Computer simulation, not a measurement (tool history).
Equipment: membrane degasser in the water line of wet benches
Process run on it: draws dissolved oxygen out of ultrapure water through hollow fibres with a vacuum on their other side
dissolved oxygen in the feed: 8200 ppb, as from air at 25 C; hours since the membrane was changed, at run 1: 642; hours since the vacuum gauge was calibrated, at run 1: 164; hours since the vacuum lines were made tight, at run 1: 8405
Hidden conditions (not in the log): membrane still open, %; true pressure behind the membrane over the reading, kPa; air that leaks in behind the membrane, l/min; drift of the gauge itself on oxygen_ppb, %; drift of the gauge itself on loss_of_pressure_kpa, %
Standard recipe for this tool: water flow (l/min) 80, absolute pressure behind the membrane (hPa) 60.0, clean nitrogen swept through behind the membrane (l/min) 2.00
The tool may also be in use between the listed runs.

run,hour,water flow (l/min),absolute pressure behind the membrane (hPa),clean nitrogen swept through behind the membrane (l/min),hours since the membrane was changed,hours since the vacuum gauge was calibrated,hours since the vacuum lines were made tight,dissolved oxygen in the water behind the degasser (ppb),pressure that the water loses in the fibres (hPa)
1,0.0,80,60.0,2.00,642,164,8405,375.5,450.1
2,78.8,80,60.0,2.00,721,243,8484,381.5,450.2
3,136.9,80,60.0,2.00,779,301,8542,379.0,446.3
4,186.9,80,60.0,2.00,829,351,8592,378.5,448.8
5,248.8,80,60.0,2.00,891,413,8654,368.5,446.3
6,359.7,80,60.0,2.00,1001,524,8764,384.8,448.9
7,438.9,80,60.0,2.00,1081,603,8844,371.5,450.9
8,556.8,80,60.0,2.00,1199,721,8962,378.8,448.4
9,609.2,80,60.0,2.00,1251,773,9014,387.5,449.0
10,725.4,80,60.0,2.00,1367,890,9130,381.3,449.6
11,812.7,80,112.9,2.00,1454,977,9217,756.1,448.1
12,901.5,80,66.1,2.00,1543,1066,9306,432.5,450.6
13,968.6,80,66.1,2.00,1610,1133,9373,431.9,449.3
14,1062.7,80,66.1,4.48,1705,1227,9468,302.1,448.2
15,1113.4,80,60.0,2.00,1755,1278,9518,386.6,451.4
16,1221.9,80,60.0,2.00,1864,1386,9627,387.3,451.9
17,1315.8,80,60.0,2.00,1958,1480,9721,382.0,450.0
18,1379.6,80,60.0,2.00,2021,1544,9784,385.7,451.9
19,1440.3,80,39.7,1.30,2082,1605,9845,259.9,453.3
20,1533.0,80,129.3,1.30,2175,1697,9938,1139.3,452.1
21,1584.7,72,60.0,4.02,2227,1749,9990,228.4,409.9
22,1658.0,72,60.0,4.02,2300,1822,10063,231.7,407.2
23,1760.4,72,60.0,4.02,2402,1925,10165,231.2,407.6
24,1855.2,80,117.7,5.60,2497,2019,10260,438.2,450.5
25,1929.8,109,60.0,2.60,2572,2094,10335,652.4,617.8
26,1989.5,53,116.2,2.35,2631,2154,10394,442.0,299.3
27,2078.1,53,116.2,2.35,2720,2242,10483,439.9,300.4
28,2164.7,80,51.3,2.00,2806,2329,10569,330.0,451.8
29,2268.2,80,60.0,4.68,2910,2432,10673,278.8,451.3
30,2383.7,80,76.4,4.68,3026,2548,10788,340.1,453.1
31,2465.6,80,76.4,4.68,3107,2630,10870,345.3,453.0

Alternative continuations, all from the tool just after run 31; predict every row:
A,2578.8,80,141.8,2.00,3221,2743,10984,?,?
B,2578.8,80,60.0,1.20,3221,2743,10984,?,?
C,2578.8,101,60.0,3.06,3221,2743,10984,?,?
D,2578.8,99,60.0,2.02,3221,2743,10984,?,?
E,2578.8,113,76.2,3.74,3221,2743,10984,?,?

run,dissolved oxygen in the water behind the degasser (ppb),pressure that the water loses in the fibres (hPa)
A,951.5,455.4
B,491.0,454.6
C,533.5,575.6
D,589.3,556.4
E,732.0,637.7
What these runs would have given with no unlogged condition in the tool:
run,dissolved oxygen in the water behind the degasser (ppb),pressure that the water loses in the fibres (hPa)
A,933.0,448.9
B,466.6,448.2
C,508.8,567.4
D,561.9,548.5
E,705.1,628.6

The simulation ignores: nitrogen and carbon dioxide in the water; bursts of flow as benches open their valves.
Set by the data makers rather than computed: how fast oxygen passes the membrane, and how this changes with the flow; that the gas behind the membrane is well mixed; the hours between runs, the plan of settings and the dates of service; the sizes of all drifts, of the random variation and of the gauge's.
